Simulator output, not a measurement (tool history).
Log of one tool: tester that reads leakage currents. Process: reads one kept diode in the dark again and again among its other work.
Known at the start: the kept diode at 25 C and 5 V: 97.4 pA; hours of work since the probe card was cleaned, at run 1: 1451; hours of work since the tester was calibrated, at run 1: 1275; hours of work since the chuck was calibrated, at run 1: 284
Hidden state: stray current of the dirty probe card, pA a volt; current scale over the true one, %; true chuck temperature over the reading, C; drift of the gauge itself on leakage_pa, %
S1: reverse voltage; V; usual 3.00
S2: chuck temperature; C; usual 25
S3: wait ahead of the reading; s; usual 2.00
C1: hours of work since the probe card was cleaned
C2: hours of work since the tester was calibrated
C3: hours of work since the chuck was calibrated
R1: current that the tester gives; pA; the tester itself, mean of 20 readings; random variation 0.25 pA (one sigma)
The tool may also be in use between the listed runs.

run,day,S1,S2,S3,C1,C2,C3,R1
1,0.000,3.00,25,2.00,1451,1275,284,80.89
2,6.442,3.00,25,2.00,1534,1358,368,81.14
3,11.933,3.00,25,2.00,1605,1429,439,80.83
4,19.412,3.00,25,2.00,1702,1526,535,80.65
5,26.017,2.05,25,2.00,1788,1612,621,69.99
6,31.808,2.05,25,2.00,1863,1687,696,70.22
7,39.479,2.05,25,2.00,1962,1786,795,69.91
8,48.708,2.05,25,2.00,2081,1905,915,69.92
9,56.812,2.17,25,2.00,2186,2010,1019,71.79
10,64.242,12.45,25,2.00,2282,2106,1116,138.29
11,73.338,12.45,25,2.00,2400,2224,1233,137.50
12,79.354,12.45,25,2.00,2478,2302,1311,138.12
13,84.192,3.00,25,6.15,2541,2364,1374,81.33
14,93.588,6.06,25,6.15,2662,2486,1495,105.56
15,102.450,6.06,25,6.15,2777,2601,1610,104.67
16,110.225,1.55,32,8.70,2877,2701,1711,115.46
17,114.633,1.55,32,4.44,2934,2758,1768,116.41
18,119.479,1.24,25,2.00,2997,2821,1830,58.11
19,123.983,1.45,20,2.00,3055,2879,1889,39.12
20,128.150,1.45,20,0.46,3109,2933,1943,39.37
21,137.421,1.45,20,0.46,3229,3053,2063,39.52
# day 143.762: probe card cleaned and baked
22,144.829,9.27,40,0.66,14,3148,2157,440.18
# day 149.138: chuck's temperature calibrated
23,153.533,6.17,47,9.17,125,3259,57,652.76
24,160.638,13.74,26,1.16,217,3351,149,157.24
25,169.121,5.56,44,1.10,327,3461,259,499.74

Forecast each of these 5 alternatives for the next run:
# day 172.429: tester calibrated
A,174.042,9.92,46,1.51,390,21,321,?
# day 172.429: tester calibrated
B,174.042,10.95,42,0.82,390,21,321,?
# day 172.429: tester calibrated
C,174.042,5.56,60,1.10,390,21,321,?
# day 172.429: tester calibrated
D,174.042,5.56,51,0.72,390,21,321,?
# day 172.429: tester calibrated
E,174.042,3.00,26,2.39,390,21,321,?

run,R1
A,724.73
B,550.41
C,1656.36
D,852.69
E,88.31
Without the tool's hidden state the same runs would have given:
run,R1
A,724.55
B,550.26
C,1655.99
D,852.48
E,88.28
